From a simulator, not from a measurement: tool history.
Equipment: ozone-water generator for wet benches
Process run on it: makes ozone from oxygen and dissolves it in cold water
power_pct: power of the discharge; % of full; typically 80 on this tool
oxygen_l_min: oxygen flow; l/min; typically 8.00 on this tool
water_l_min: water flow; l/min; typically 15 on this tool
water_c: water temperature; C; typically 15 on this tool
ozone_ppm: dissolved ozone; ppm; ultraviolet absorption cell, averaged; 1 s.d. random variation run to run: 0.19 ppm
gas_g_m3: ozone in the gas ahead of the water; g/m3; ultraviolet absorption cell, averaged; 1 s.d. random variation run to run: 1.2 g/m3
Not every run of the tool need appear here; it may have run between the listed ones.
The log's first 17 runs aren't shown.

run   hour  power_pct  oxygen_l_min  water_l_min  water_c  ozone_ppm  gas_g_m3
 18  426.9         79         13.14           15       21       19.6     173.8
 19  450.7         80         10.48           15       15       23.9     195.7
 20  468.5         80         10.48           15       15       23.6     195.8
 21  504.1         80          4.19           15       16       24.1     299.7
 22  533.2         80          4.19           15       16       23.8     299.1
 23  549.1         80          8.00           15       22       21.3     220.0
 24  574.6         80          8.00            9       22       29.5     218.9
 25  599.4         95          4.57           15       15       27.8     329.8
 26  617.8         80          7.76           15       15       24.1     222.2
 27  635.6         65          8.00           16       15       19.5     185.7
 28  671.1         80          8.00           11       15       30.5     221.4
 29  702.3         57          4.53           20        8       14.9     217.6
 30  729.7         80          5.20           15        8       26.8     268.1
 31  766.2         94          5.20           12       13       35.0     306.1

Here are 5 independent what-if runs from the current tool condition. What would each one return?
  A  782.3         61          4.73           11       15          ?         ?
  B  782.3         94         10.95           12       17          ?         ?
  C  782.3         80          5.60           15       15          ?         ?
  D  782.3         94          5.20           12       11          ?         ?
  E  782.3         48          8.00           15       19          ?         ?

run  ozone_ppm  gas_g_m3
  A       25.3     223.2
  B       29.4     217.3
  C       24.5     261.6
  D       36.0     307.3
  E       14.8     143.8
With no hidden state in the tool, these same runs would have given:
run  ozone_ppm  gas_g_m3
  A       27.8     227.6
  B       32.7     223.3
  C       27.3     268.1
  D       40.0     315.8
  E       16.3     146.0
